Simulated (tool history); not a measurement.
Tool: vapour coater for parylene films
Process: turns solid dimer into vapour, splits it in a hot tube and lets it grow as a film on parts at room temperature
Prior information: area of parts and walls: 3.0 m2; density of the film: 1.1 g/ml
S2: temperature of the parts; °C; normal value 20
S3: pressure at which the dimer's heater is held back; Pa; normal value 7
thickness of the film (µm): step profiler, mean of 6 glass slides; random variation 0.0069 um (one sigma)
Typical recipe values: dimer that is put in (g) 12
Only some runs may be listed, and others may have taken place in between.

{"run": 1, "hour": 0.0, "dimer that is put in (g)": 12, "S2": 20, "S3": 7, "thickness of the film (µm)": 1.523}
{"run": 2, "hour": 14.3, "dimer that is put in (g)": 12, "S2": 20, "S3": 7, "thickness of the film (µm)": 1.529}
{"run": 3, "hour": 33.5, "dimer that is put in (g)": 12, "S2": 20, "S3": 7, "thickness of the film (µm)": 1.534}
{"run": 4, "hour": 50.6, "dimer that is put in (g)": 12, "S2": 20, "S3": 7, "thickness of the film (µm)": 1.522}
{"run": 5, "hour": 71.2, "dimer that is put in (g)": 12, "S2": 20, "S3": 7, "thickness of the film (µm)": 1.531}
{"run": 6, "hour": 91.7, "dimer that is put in (g)": 12, "S2": 17, "S3": 7, "thickness of the film (µm)": 1.71}
{"run": 7, "hour": 116.2, "dimer that is put in (g)": 12, "S2": 17, "S3": 7, "thickness of the film (µm)": 1.717}
{"run": 8, "hour": 127.5, "dimer that is put in (g)": 12, "S2": 20, "S3": 7, "thickness of the film (µm)": 1.542}
{"run": 9, "hour": 141.0, "dimer that is put in (g)": 12, "S2": 20, "S3": 7, "thickness of the film (µm)": 1.536}
{"run": 10, "hour": 164.9, "dimer that is put in (g)": 12, "S2": 20, "S3": 7, "thickness of the film (µm)": 1.55}
{"run": 11, "hour": 190.5, "dimer that is put in (g)": 12, "S2": 23, "S3": 7, "thickness of the film (µm)": 1.377}
{"run": 12, "hour": 201.1, "dimer that is put in (g)": 12, "S2": 23, "S3": 7, "thickness of the film (µm)": 1.379}
{"run": 13, "hour": 223.8, "dimer that is put in (g)": 12, "S2": 23, "S3": 7, "thickness of the film (µm)": 1.384}
{"run": 14, "hour": 247.0, "dimer that is put in (g)": 12, "S2": 17, "S3": 7, "thickness of the film (µm)": 1.728}
{"run": 15, "hour": 271.2, "dimer that is put in (g)": 12, "S2": 17, "S3": 7, "thickness of the film (µm)": 1.737}
{"run": 16, "hour": 284.4, "dimer that is put in (g)": 12, "S2": 17, "S3": 7, "thickness of the film (µm)": 1.727}
{"run": 17, "hour": 295.9, "dimer that is put in (g)": 12, "S2": 17, "S3": 7, "thickness of the film (µm)": 1.74}
{"run": 18, "hour": 307.5, "dimer that is put in (g)": 17, "S2": 17, "S3": 2.04, "thickness of the film (µm)": 3.304}
{"run": 19, "hour": 326.1, "dimer that is put in (g)": 6, "S2": 13, "S3": 2.21, "thickness of the film (µm)": 1.324}
{"run": 20, "hour": 338.4, "dimer that is put in (g)": 10, "S2": 18, "S3": 4.77, "thickness of the film (µm)": 1.539}
{"run": 21, "hour": 355.1, "dimer that is put in (g)": 10, "S2": 31, "S3": 6.35, "thickness of the film (µm)": 0.896}
{"run": 22, "hour": 365.6, "dimer that is put in (g)": 12, "S2": 14, "S3": 6.35, "thickness of the film (µm)": 1.986}
{"run": 23, "hour": 385.6, "dimer that is put in (g)": 12, "S2": 14, "S3": 6.35, "thickness of the film (µm)": 1.987}
{"run": 24, "hour": 399.9, "dimer that is put in (g)": 12, "S2": 14, "S3": 6.35, "thickness of the film (µm)": 1.979}
{"run": 25, "hour": 415.8, "dimer that is put in (g)": 12, "S2": 14, "S3": 6.35, "thickness of the film (µm)": 1.982}
{"run": 26, "hour": 433.7, "dimer that is put in (g)": 12, "S2": 14, "S3": 3.83, "thickness of the film (µm)": 2.25}
{"run": 27, "hour": 458.8, "dimer that is put in (g)": 8, "S2": 22, "S3": 6.14, "thickness of the film (µm)": 0.973}
{"run": 28, "hour": 479.5, "dimer that is put in (g)": 8, "S2": 17, "S3": 5.39, "thickness of the film (µm)": 1.206}
{"run": 29, "hour": 492.6, "dimer that is put in (g)": 12, "S2": 20, "S3": 6.86, "thickness of the film (µm)": 1.549}
{"run": 30, "hour": 513.3, "dimer that is put in (g)": 12, "S2": 20, "S3": 6.83, "thickness of the film (µm)": 1.543}
{"run": 31, "hour": 523.9, "dimer that is put in (g)": 8, "S2": 20, "S3": 10.02, "thickness of the film (µm)": 0.945}
{"run": 32, "hour": 547.5, "dimer that is put in (g)": 8, "S2": 20, "S3": 10.02, "thickness of the film (µm)": 0.933}
{"run": 33, "hour": 565.3, "dimer that is put in (g)": 8, "S2": 27, "S3": 7.59, "thickness of the film (µm)": 0.785}

Put back what was entered between runs (4 entries, withheld): which listed runs does each sit between, and how does the hidden state differ from the listed run before to the listed run after?
Logged between run 14 and run 15: trap's valve overhauled (hour 255.5)
  vapour lost through the trap's worn valve, %: 0.3 -> 0; drift of the gauge itself on film_um, %: 1.32 -> 1.43
  measured minus no-state result, thickness of the film (µm): +0.019 -> +0.025
Logged between run 26 and run 27: gauge calibrated (hour 444.5)
  drift of the gauge itself on film_um, %: 2.29 -> 0.08
  measured minus no-state result, thickness of the film (µm): +0.049 -> +0
Logged between run 29 and run 30: trap's valve overhauled (hour 510.9)
  vapour lost through the trap's worn valve, %: 0.2 -> 0; drift of the gauge itself on film_um, %: 0.26 -> 0.35
  measured minus no-state result, thickness of the film (µm): +0.001 -> +0.006
Logged between run 31 and run 32: table's thermometer calibrated (hour 537.9)
  true temperature of the parts over the reading, C: -0.02 -> 0; drift of the gauge itself on film_um, %: 0.4 -> 0.52
  measured minus no-state result, thickness of the film (µm): +0.004 -> +0.005
